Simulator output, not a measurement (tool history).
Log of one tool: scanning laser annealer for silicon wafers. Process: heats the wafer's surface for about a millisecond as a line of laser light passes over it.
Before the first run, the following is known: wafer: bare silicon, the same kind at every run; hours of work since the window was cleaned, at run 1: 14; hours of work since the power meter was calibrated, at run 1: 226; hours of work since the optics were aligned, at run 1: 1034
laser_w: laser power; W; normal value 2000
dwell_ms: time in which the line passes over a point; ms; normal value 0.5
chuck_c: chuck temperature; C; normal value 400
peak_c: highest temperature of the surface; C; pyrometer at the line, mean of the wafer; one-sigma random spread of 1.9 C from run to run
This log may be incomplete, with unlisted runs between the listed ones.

| run | hour | laser_w | dwell_ms | chuck_c | hours of work since the window was cleaned | hours of work since the power meter was calibrated | hours of work since the optics were aligned | peak_c |
|---|---|---|---|---|---|---|---|---|
| 1 | 0 | 2000 | 0.5 | 400 | 14 | 226 | 1034 | 1107 |
| 2 | 10.4 | 2000 | 0.5 | 362 | 20 | 232 | 1041 | 1066 |
| 3 | 20.8 | 2000 | 0.572 | 400 | 27 | 239 | 1048 | 1149 |
| 4 | 31.9 | 2000 | 0.572 | 400 | 34 | 246 | 1055 | 1149 |
| 5 | 39.9 | 2000 | 0.572 | 400 | 40 | 252 | 1060 | 1146 |
| 6 | 46 | 2000 | 0.5 | 400 | 44 | 256 | 1064 | 1102 |
| 7 | 52.5 | 2000 | 0.5 | 400 | 48 | 260 | 1068 | 1103 |
| 8 | 61 | 2000 | 0.5 | 400 | 53 | 265 | 1074 | 1100 |
| 9 | 68.1 | 2000 | 0.5 | 400 | 58 | 270 | 1078 | 1100 |
| 10 | 78.9 | 2000 | 0.5 | 400 | 65 | 277 | 1085 | 1103 |
| 11 | 85.4 | 2000 | 0.5 | 400 | 69 | 281 | 1090 | 1100 |
| 12 | 94 | 2000 | 0.5 | 400 | 75 | 287 | 1095 | 1103 |
| 13 | 102.9 | 2000 | 0.5 | 400 | 81 | 293 | 1101 | 1098 |
| 14 | 108.7 | 2000 | 0.5 | 400 | 84 | 296 | 1105 | 1099 |
| 15 | 113.6 | 2035 | 0.5 | 400 | 88 | 300 | 1108 | 1114 |
| 16 | 120.4 | 2000 | 0.5 | 400 | 92 | 304 | 1112 | 1099 |
| 17 | 131.6 | 2000 | 0.5 | 400 | 99 | 311 | 1120 | 1099 |
| 18 | 138.4 | 2000 | 0.5 | 400 | 104 | 316 | 1124 | 1102 |
| 19 | 147 | 2000 | 0.5 | 400 | 109 | 321 | 1130 | 1098 |
| 20 | 154.1 | 2000 | 0.5 | 400 | 114 | 326 | 1134 | 1100 |
| 21 | 160.9 | 2000 | 0.5 | 400 | 118 | 330 | 1139 | 1093 |
| 22 | 166.6 | 2000 | 0.35 | 413 | 122 | 334 | 1143 | 1005 |
|  | 172.6 | optics aligned, line set to its width |
| 23 | 180.7 | 2200 | 0.351 | 401 | 128 | 340 | 5 | 1070 |

Run 24, settings as shown, results not yet in. Your forecast:
| 24 | 190.4 | 2200 | 0.351 | 401 | 134 | 346 | 12 | ? |

Logged for run 24: peak_c 1069 C.
The same run, on a tool lacking any hidden state, would have yielded peak_c 1083 C.

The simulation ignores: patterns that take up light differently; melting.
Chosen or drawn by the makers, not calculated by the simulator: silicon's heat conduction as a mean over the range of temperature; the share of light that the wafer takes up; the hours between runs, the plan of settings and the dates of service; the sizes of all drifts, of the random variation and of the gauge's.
